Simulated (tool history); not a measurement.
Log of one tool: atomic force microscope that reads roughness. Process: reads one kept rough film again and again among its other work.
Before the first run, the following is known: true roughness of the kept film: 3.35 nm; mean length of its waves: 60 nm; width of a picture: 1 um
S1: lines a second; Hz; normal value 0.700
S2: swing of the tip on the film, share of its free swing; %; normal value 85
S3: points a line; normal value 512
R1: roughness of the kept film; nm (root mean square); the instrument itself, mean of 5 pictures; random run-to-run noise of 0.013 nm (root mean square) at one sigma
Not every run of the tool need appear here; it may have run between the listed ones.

run    hour     S1  S2   S3     R1
  1     0.0  0.700  85  512  2.990
       10.1  -- new tip fitted
  2    42.7  0.700  85  512  3.065
       94.0  -- new tip fitted
  3    96.3  0.700  85  512  3.176
  4   141.5  0.509  85  512  3.087
  5   172.3  0.509  85  362  2.986
      177.2  -- new tip fitted
  6   203.0  0.509  85  362  3.133
  7   248.1  0.700  85  300  2.996
      263.0  -- new tip fitted
  8   282.2  0.700  85  300  3.109
  9   321.2  0.700  85  300  3.006
      350.3  -- new tip fitted
 10   356.7  0.700  85  602  3.137
 11   386.8  0.700  85  602  3.043
      434.8  -- new tip fitted
 12   440.4  0.700  85  602  3.179
 13   485.6  0.700  85  602  3.037
 14   508.3  0.700  85  512  2.963
      519.0  -- new tip fitted
 15   547.0  0.700  85  512  3.092
 16   575.8  0.700  85  512  3.040
      604.1  -- new tip fitted
 17   610.6  0.700  85  512  3.160
 18   635.0  0.700  85  512  3.085
      639.1  -- height scale calibrated on a step standard
 19   673.3  0.700  85  512  3.018
      690.5  -- new tip fitted
 20   708.3  0.700  85  381  3.141
 21   758.8  0.700  85  381  3.011
      775.6  -- new tip fitted
 22   795.1  0.700  85  360  3.114
      820.8  -- height scale calibrated on a step standard, once more
 23   824.3  0.700  90  512  2.980
      861.5  -- new tip fitted
 24   867.9  0.700  90  512  3.059
 25   920.7  0.700  90  512  2.949
      945.3  -- new tip fitted
 26   968.7  0.700  90  512  3.036
 27  1018.5  1.300  59  360  3.023
     1030.1  -- new tip fitted
 28  1054.9  2.329  85  512  2.756
 29  1100.8  2.329  85  512  2.669
     1113.0  -- new tip fitted
 30  1130.9  0.679  85  512  3.095
 31  1155.9  0.679  60  739  3.160
 32  1193.9  0.700  57  512  3.065
     1196.7  -- new tip fitted
 33  1221.6  0.700  57  868  3.220
 34  1267.4  0.700  57  868  3.082
     1283.2  -- new tip fitted
 35  1293.8  0.580  87  512  3.120
 36  1324.5  0.580  87  512  3.059
     1368.4  -- new tip fitted
 37  1375.0  2.493  64  258  3.094
 38  1423.6  2.493  64  258  2.973
     1455.4  -- new tip fitted
 39  1463.2  3.961  85  509  2.562
 40  1488.2  3.655  85  324  2.543
 41  1513.8  2.140  62  290  3.014
     1540.4  -- new tip fitted
 42  1543.4  2.140  62  290  3.129
 43  1582.7  2.140  89  358  2.710
     1623.5  -- new tip fitted
 44  1635.6  2.140  89  358  2.764
 45  1672.9  0.700  90  389  2.994
     1707.4  -- new tip fitted
 46  1707.4  0.700  90  389  3.109
 47  1755.9  0.683  63  512  3.124
     1793.9  -- new tip fitted
 48  1799.8  0.683  63  512  3.213
 49  1825.7  2.049  70  512  3.009
 50  1851.3  2.049  89  346  2.694

Forecast each of these 4 alternatives for the next run:
     1878.5  -- new tip fitted
  A  1903.5  2.659  79  346   ?
     1878.5  -- new tip fitted
  B  1903.5  2.049  89  409   ?
     1878.5  -- new tip fitted
  C  1903.5  1.403  73  627   ?
     1878.5  -- new tip fitted
  D  1903.5  0.700  85  761   ?

run     R1
  A  2.819
  B  2.746
  C  3.066
  D  3.081
Had the tool no hidden state, the same runs would have come out as:
run     R1
  A  2.862
  B  2.788
  C  3.113
  D  3.128
